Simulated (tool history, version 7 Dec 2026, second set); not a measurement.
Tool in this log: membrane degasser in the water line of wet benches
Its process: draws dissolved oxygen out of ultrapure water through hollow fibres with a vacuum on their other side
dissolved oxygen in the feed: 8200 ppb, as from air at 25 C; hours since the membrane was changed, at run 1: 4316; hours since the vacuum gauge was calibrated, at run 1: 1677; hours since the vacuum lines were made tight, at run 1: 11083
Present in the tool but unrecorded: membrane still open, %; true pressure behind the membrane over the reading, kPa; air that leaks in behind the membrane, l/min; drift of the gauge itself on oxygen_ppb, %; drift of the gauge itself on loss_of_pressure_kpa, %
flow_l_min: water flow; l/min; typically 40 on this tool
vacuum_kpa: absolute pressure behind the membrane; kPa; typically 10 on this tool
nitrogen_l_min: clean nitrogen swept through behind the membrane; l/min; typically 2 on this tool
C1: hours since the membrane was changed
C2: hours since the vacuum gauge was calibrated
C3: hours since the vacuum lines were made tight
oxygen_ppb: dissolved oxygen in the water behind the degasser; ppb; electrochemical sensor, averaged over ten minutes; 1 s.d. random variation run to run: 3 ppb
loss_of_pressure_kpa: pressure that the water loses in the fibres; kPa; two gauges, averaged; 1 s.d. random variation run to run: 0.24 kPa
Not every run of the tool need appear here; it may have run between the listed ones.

run 1 hour=0 | flow_l_min=40 vacuum_kpa=10 nitrogen_l_min=2 | C1=4316 C2=1677 C3=11083 | oxygen_ppb=301.9 loss_of_pressure_kpa=62.88
run 2 hour=91.5 | flow_l_min=40 vacuum_kpa=10 nitrogen_l_min=2 | C1=4407 C2=1768 C3=11174 | oxygen_ppb=302.8 loss_of_pressure_kpa=63.18
run 3 hour=157.2 | flow_l_min=40 vacuum_kpa=10 nitrogen_l_min=2 | C1=4473 C2=1834 C3=11240 | oxygen_ppb=302.9 loss_of_pressure_kpa=62.66
run 4 hour=234.1 | flow_l_min=40 vacuum_kpa=10 nitrogen_l_min=2 | C1=4550 C2=1911 C3=11317 | oxygen_ppb=300 loss_of_pressure_kpa=62.76
run 5 hour=306.5 | flow_l_min=40 vacuum_kpa=10 nitrogen_l_min=2 | C1=4622 C2=1983 C3=11389 | oxygen_ppb=302.4 loss_of_pressure_kpa=62.77
run 6 hour=393.5 | flow_l_min=40 vacuum_kpa=10 nitrogen_l_min=2 | C1=4709 C2=2070 C3=11476 | oxygen_ppb=301.4 loss_of_pressure_kpa=63.02
run 7 hour=503.2 | flow_l_min=40 vacuum_kpa=10 nitrogen_l_min=2 | C1=4819 C2=2180 C3=11586 | oxygen_ppb=305.3 loss_of_pressure_kpa=63.01
run 8 hour=569.7 | flow_l_min=40 vacuum_kpa=10 nitrogen_l_min=2.59 | C1=4885 C2=2246 C3=11652 | oxygen_ppb=244.3 loss_of_pressure_kpa=62.97
run 9 hour=646.1 | flow_l_min=40 vacuum_kpa=10 nitrogen_l_min=2.59 | C1=4962 C2=2323 C3=11729 | oxygen_ppb=244 loss_of_pressure_kpa=62.86
run 10 hour=744.2 | flow_l_min=40 vacuum_kpa=10 nitrogen_l_min=0.83 | C1=5060 C2=2421 C3=11827 | oxygen_ppb=608.1 loss_of_pressure_kpa=63.15
run 11 hour=806.4 | flow_l_min=40 vacuum_kpa=10 nitrogen_l_min=0.83 | C1=5122 C2=2483 C3=11889 | oxygen_ppb=613.9 loss_of_pressure_kpa=63.2
run 12 hour=863.9 | flow_l_min=40 vacuum_kpa=10 nitrogen_l_min=0.83 | C1=5180 C2=2541 C3=11947 | oxygen_ppb=603.1 loss_of_pressure_kpa=63.39
run 13 hour=950.4 | flow_l_min=40 vacuum_kpa=10 nitrogen_l_min=0.83 | C1=5266 C2=2627 C3=12033 | oxygen_ppb=608.5 loss_of_pressure_kpa=63.01
run 14 hour=1067.3 | flow_l_min=40 vacuum_kpa=10 nitrogen_l_min=2 | C1=5383 C2=2744 C3=12150 | oxygen_ppb=307.9 loss_of_pressure_kpa=63.25
run 15 hour=1124.6 | flow_l_min=40 vacuum_kpa=10 nitrogen_l_min=1.43 | C1=5440 C2=2801 C3=12207 | oxygen_ppb=409.4 loss_of_pressure_kpa=63.27
run 16 hour=1207.8 | flow_l_min=40 vacuum_kpa=10 nitrogen_l_min=1.43 | C1=5524 C2=2884 C3=12290 | oxygen_ppb=402 loss_of_pressure_kpa=63.02
run 17 hour=1296.9 | flow_l_min=32 vacuum_kpa=15.9 nitrogen_l_min=2.38 | C1=5613 C2=2974 C3=12380 | oxygen_ppb=398.9 loss_of_pressure_kpa=50.82
run 18 hour=1368 | flow_l_min=32 vacuum_kpa=15.9 nitrogen_l_min=2.38 | C1=5684 C2=3045 C3=12451 | oxygen_ppb=394.6 loss_of_pressure_kpa=50.5
run 19 hour=1428.9 | flow_l_min=40 vacuum_kpa=10 nitrogen_l_min=1.9 | C1=5745 C2=3106 C3=12512 | oxygen_ppb=321 loss_of_pressure_kpa=63.45
run 20 hour=1477.4 | flow_l_min=40 vacuum_kpa=6.1 nitrogen_l_min=1.08 | C1=5793 C2=3154 C3=12560 | oxygen_ppb=232.6 loss_of_pressure_kpa=63.2
run 21 hour=1537.2 | flow_l_min=40 vacuum_kpa=6.1 nitrogen_l_min=1.08 | C1=5853 C2=3214 C3=12620 | oxygen_ppb=229.4 loss_of_pressure_kpa=63.62
run 22 hour=1598.4 | flow_l_min=43 vacuum_kpa=18.9 nitrogen_l_min=1.08 | C1=5914 C2=3275 C3=12681 | oxygen_ppb=1138.8 loss_of_pressure_kpa=68.27
run 23 hour=1698.8 | flow_l_min=43 vacuum_kpa=18.9 nitrogen_l_min=1.08 | C1=6015 C2=3375 C3=12781 | oxygen_ppb=1123.3 loss_of_pressure_kpa=67.82
run 24 hour=1783.2 | flow_l_min=40 vacuum_kpa=10 nitrogen_l_min=2.72 | C1=6099 C2=3460 C3=12866 | oxygen_ppb=236.4 loss_of_pressure_kpa=63.02
run 25 hour=1843.9 | flow_l_min=39 vacuum_kpa=13.9 nitrogen_l_min=2.72 | C1=6160 C2=3520 C3=12926 | oxygen_ppb=360.2 loss_of_pressure_kpa=61.87
run 26 hour=1915.4 | flow_l_min=40 vacuum_kpa=11.7 nitrogen_l_min=2 | C1=6231 C2=3592 C3=12998 | oxygen_ppb=387.1 loss_of_pressure_kpa=63.5
run 27 hour=1972.7 | flow_l_min=33 vacuum_kpa=6.3 nitrogen_l_min=3.57 | C1=6288 C2=3649 C3=13055 | oxygen_ppb=74.3 loss_of_pressure_kpa=51.87
-- hour=2015.9 seals of the vacuum lines changed
run 28 hour=2077.1 | flow_l_min=27 vacuum_kpa=8 nitrogen_l_min=3.38 | C1=6391 C2=3752 C3=61 | oxygen_ppb=95.5 loss_of_pressure_kpa=43.05
run 29 hour=2176.1 | flow_l_min=27 vacuum_kpa=8 nitrogen_l_min=3.38 | C1=6490 C2=3851 C3=160 | oxygen_ppb=95.2 loss_of_pressure_kpa=42.92
run 30 hour=2236.1 | flow_l_min=55 vacuum_kpa=7.2 nitrogen_l_min=3.65 | C1=6550 C2=3911 C3=220 | oxygen_ppb=151.8 loss_of_pressure_kpa=88.02
run 31 hour=2313.9 | flow_l_min=57 vacuum_kpa=23 nitrogen_l_min=3.73 | C1=6628 C2=3989 C3=298 | oxygen_ppb=670.6 loss_of_pressure_kpa=91.05

Consider 4 possible next runs. They are alternatives, not a sequence: every one starts from the tool as it was left by run 31. What does each give?
run A hour=2422.2 | flow_l_min=35 vacuum_kpa=19.3 nitrogen_l_min=4.8 | C1=6736 C2=4097 C3=406 | oxygen_ppb=? loss_of_pressure_kpa=?
run B hour=2422.2 | flow_l_min=43 vacuum_kpa=15.4 nitrogen_l_min=1.88 | C1=6736 C2=4097 C3=406 | oxygen_ppb=? loss_of_pressure_kpa=?
run C hour=2422.2 | flow_l_min=58 vacuum_kpa=10 nitrogen_l_min=3.27 | C1=6736 C2=4097 C3=406 | oxygen_ppb=? loss_of_pressure_kpa=?
run D hour=2422.2 | flow_l_min=32 vacuum_kpa=10.1 nitrogen_l_min=1.17 | C1=6736 C2=4097 C3=406 | oxygen_ppb=? loss_of_pressure_kpa=?

run=A oxygen_ppb=277.5 loss_of_pressure_kpa=55.59
run=B oxygen_ppb=588.7 loss_of_pressure_kpa=68.52
run=C oxygen_ppb=286.2 loss_of_pressure_kpa=92.39
run=D oxygen_ppb=400.7 loss_of_pressure_kpa=50.51
With the hidden condition removed and each run's random variation left untouched, the same runs would have given:
run=A oxygen_ppb=273.3 loss_of_pressure_kpa=53.86
run=B oxygen_ppb=577.6 loss_of_pressure_kpa=66.39
run=C oxygen_ppb=275 loss_of_pressure_kpa=89.51
run=D oxygen_ppb=387.9 loss_of_pressure_kpa=48.93
